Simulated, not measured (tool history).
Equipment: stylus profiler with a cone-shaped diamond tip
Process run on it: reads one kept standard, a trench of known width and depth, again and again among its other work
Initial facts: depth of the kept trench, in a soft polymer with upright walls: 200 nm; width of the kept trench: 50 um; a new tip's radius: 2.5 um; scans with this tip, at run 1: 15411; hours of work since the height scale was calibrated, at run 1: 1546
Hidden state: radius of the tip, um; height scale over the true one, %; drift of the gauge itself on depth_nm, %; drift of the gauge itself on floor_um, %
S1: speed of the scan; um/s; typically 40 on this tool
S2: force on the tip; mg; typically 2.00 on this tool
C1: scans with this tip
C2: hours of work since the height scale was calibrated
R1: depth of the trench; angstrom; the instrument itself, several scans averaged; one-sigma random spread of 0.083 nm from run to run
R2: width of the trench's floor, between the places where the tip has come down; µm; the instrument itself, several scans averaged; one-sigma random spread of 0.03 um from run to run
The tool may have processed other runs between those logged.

run	hour	S1	S2	C1	C2	R1	R2
1	0.0	40	2.00	15411	1546	1999.7	47.35
2	68.2	61	2.00	15955	1600	1996.4	47.23
3	136.4	61	2.00	16498	1655	1997.7	47.22
4	199.6	61	2.00	17001	1705	1997.5	47.21
5	270.5	48	2.00	17566	1762	1998.2	47.25
6	313.5	48	2.00	17908	1796	1996.9	47.24
7	351.4	48	2.00	18210	1826	1995.5	47.22
8	390.2	48	2.00	18519	1857	1994.2	47.24
9	427.3	40	1.88	18814	1887	1994.6	47.25
10	484.6	40	2.00	19270	1933	1995.5	47.23
11	559.9	40	2.00	19870	1993	1996.4	47.23
12	611.5	40	2.00	20281	2034	1993.8	47.24
13	646.3	40	2.00	20558	2062	1995.2	47.20
14	719.3	40	5.43	21139	2120	2003.2	47.28
# hour 725.1: height scale calibrated on a step standard
15	772.3	15	2.00	21558	38	1992.2	47.30
16	819.8	15	2.00	21936	76	1992.9	47.32
# hour 865.3: height scale calibrated on a step standard, once more
17	896.2	15	2.08	22540	25	2010.0	47.27
18	963.1	15	2.08	23073	78	2008.9	47.31
19	1020.4	123	4.22	23529	124	2015.9	46.92
20	1070.9	40	2.32	23931	164	2009.3	47.15
21	1110.2	83	5.69	24244	196	2017.4	47.07
# hour 1129.0: new tip fitted, height scale calibrated
22	1155.7	76	1.42	214	21	2006.9	47.59
23	1207.2	76	1.42	624	63	2008.0	47.61
24	1241.7	76	1.42	899	90	2006.2	47.59
25	1312.5	76	1.42	1462	147	2006.4	47.57
26	1391.5	102	5.02	2091	210	2016.6	47.60
27	1467.5	109	2.00	2696	270	2008.1	47.43
28	1532.4	151	3.73	3213	322	2011.7	47.40
29	1565.0	67	2.92	3472	348	2010.3	47.65
30	1637.1	25	1.00	4047	406	2002.3	47.73
31	1702.6	25	1.00	4568	458	2003.0	47.70
32	1735.2	25	1.00	4828	484	2003.3	47.77
33	1806.7	25	1.00	5398	541	2001.7	47.70
34	1882.0	12	1.20	5997	601	2002.8	47.78
35	1918.5	61	2.42	6287	631	2007.8	47.57
36	1961.9	21	1.32	6633	665	2002.5	47.69

5 options for the next run, each taken on its own from the tool as it stands now. Forecast them:
A	2034.5	24	2.00	7211	723	?	?
B	2034.5	64	0.76	7211	723	?	?
C	2034.5	43	1.23	7211	723	?	?
D	2034.5	58	5.57	7211	723	?	?
E	2034.5	158	2.08	7211	723	?	?

run	R1	R2
A	2003.6	47.75
B	2000.4	47.30
C	2002.9	47.57
D	2014.6	47.71
E	2004.5	47.06
Had the tool no hidden state, the same runs would have come out as:
run	R1	R2
A	2008.3	47.95
B	2005.2	47.50
C	2007.7	47.77
D	2019.4	47.90
E	2009.3	47.26
